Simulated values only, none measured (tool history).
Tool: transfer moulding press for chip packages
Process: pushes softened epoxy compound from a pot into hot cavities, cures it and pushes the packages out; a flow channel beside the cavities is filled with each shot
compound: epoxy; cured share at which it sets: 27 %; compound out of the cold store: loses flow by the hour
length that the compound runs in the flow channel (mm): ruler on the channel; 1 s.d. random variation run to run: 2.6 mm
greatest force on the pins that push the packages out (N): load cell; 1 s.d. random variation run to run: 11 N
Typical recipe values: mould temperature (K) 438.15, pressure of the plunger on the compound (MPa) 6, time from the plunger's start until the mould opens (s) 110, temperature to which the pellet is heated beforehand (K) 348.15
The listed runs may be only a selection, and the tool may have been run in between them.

run    day  mould temperature (K)  pressure of the plunger on the compound (MPa)  time from the plunger's start until the mould opens (s)  temperature to which the pellet is heated beforehand (K)  incoming compound's hours out of the cold store  length that the compound runs in the flow channel (mm)  greatest force on the pins that push the packages out (N)
  1      0                 438.15                                              6                                                      110                                                    348.15                                             12.9                                                     952                                                        812
  2  0.183                 438.15                                              6                                                      142                                                    348.15                                             35.2                                                     855                                                        666
  3  0.358                 438.15                                              6                                                      142                                                    348.15                                             35.3                                                     849                                                        696
     0.596  -- cavities cleaned with cleaning compound and waxed
  4  0.608                 438.15                                              6                                                      142                                                    348.15                                             40.5                                                     832                                                        429
  5  0.917                 438.15                                              6                                                      110                                                    348.15                                             37.4                                                     840                                                        546
  6  1.092                 438.15                                              6                                                      110                                                    348.15                                             21.7                                                     913                                                        589
  7  1.488                 438.15                                              6                                                      110                                                    348.15                                             37.6                                                     849                                                        625
  8   1.65                 438.15                                              6                                                      110                                                    348.15                                             35.6                                                     849                                                        697
  9  1.883                 438.15                                              6                                                      110                                                    348.15                                             26.5                                                     889                                                        715
 10  2.162                 433.15                                              6                                                      110                                                    348.15                                             26.4                                                     910                                                       1019
 11  2.412                 438.15                                              6                                                      110                                                    348.15                                             34.6                                                     853                                                        771
 12  2.667                 438.15                                           6.95                                                      110                                                    348.15                                             43.2                                                     886                                                        780
 13  2.967                 438.15                                           6.95                                                      110                                                    348.15                                             23.4                                                     972                                                        796
     3.362  -- cavities cleaned with cleaning compound and waxed
 14  3.379                 438.15                                           6.95                                                      110                                                    348.15                                             26.5                                                     954                                                        527
 15    3.7                 438.15                                              6                                                       98                                                    348.15                                             33.8                                                     856                                                        703
 16  3.942                 438.15                                           6.16                                                       97                                                    345.15                                             15.6                                                     949                                                        815
 17  4.246                 441.15                                           4.53                                                      114                                                    355.15                                             10.3                                                     818                                                        569
 18  4.604                 438.15                                           6.43                                                      110                                                    343.15                                             34.8                                                     878                                                        719
 19  4.854                 438.15                                           6.43                                                      110                                                    343.15                                             38.7                                                     864                                                        723
 20  5.046                 438.15                                           5.19                                                      110                                                    342.15                                              9.2                                                     899                                                        784
 21  5.271                 438.15                                           5.19                                                      110                                                    350.15                                             31.2                                                     803                                                        751
 22  5.442                 438.15                                           5.19                                                      110                                                    350.15                                             13.6                                                     879                                                        816
 23    5.8                 440.15                                           5.47                                                      119                                                    349.15                                             14.7                                                     888                                                        694
 24      6                 436.15                                           5.47                                                      119                                                    347.15                                             29.8                                                     839                                                        812
     6.121  -- cavities cleaned with cleaning compound and waxed
 25  6.279                 432.15                                           5.71                                                      124                                                    342.15                                             18.6                                                     922                                                        688
 26  6.508                 438.15                                              6                                                       96                                                    348.15                                             42.5                                                     821                                                        736
 27  6.908                 437.15                                           7.06                                                       96                                                    342.15                                              9.3                                                    1047                                                        990
 28  7.221                 437.15                                           7.06                                                       96                                                    342.15                                             40.2                                                     905                                                        904
 29  7.475                 445.15                                              6                                                      141                                                    344.15                                             21.1                                                     881                                                        552

3 options for the next run, each taken on its own from the tool as it stands now. Forecast them:
  A  7.779                 432.15                                           5.89                                                      110                                                    342.15                                             19.1                                                       ?                                                          ?
  B  7.779                 431.15                                              6                                                       97                                                    352.15                                               43                                                       ?                                                          ?
  C  7.779                 432.15                                              6                                                      110                                                    348.15                                             29.3                                                       ?                                                          ?

run  length that the compound runs in the flow channel (mm)  greatest force on the pins that push the packages out (N)
  A                                                     934                                                       1154
  B                                                     845                                                       1477
  C                                                     890                                                       1133
Stripped of hidden state, with their random variation kept, the same runs would have yielded:
run  length that the compound runs in the flow channel (mm)  greatest force on the pins that push the packages out (N)
  A                                                     948                                                        808
  B                                                     858                                                       1032
  C                                                     904                                                        793

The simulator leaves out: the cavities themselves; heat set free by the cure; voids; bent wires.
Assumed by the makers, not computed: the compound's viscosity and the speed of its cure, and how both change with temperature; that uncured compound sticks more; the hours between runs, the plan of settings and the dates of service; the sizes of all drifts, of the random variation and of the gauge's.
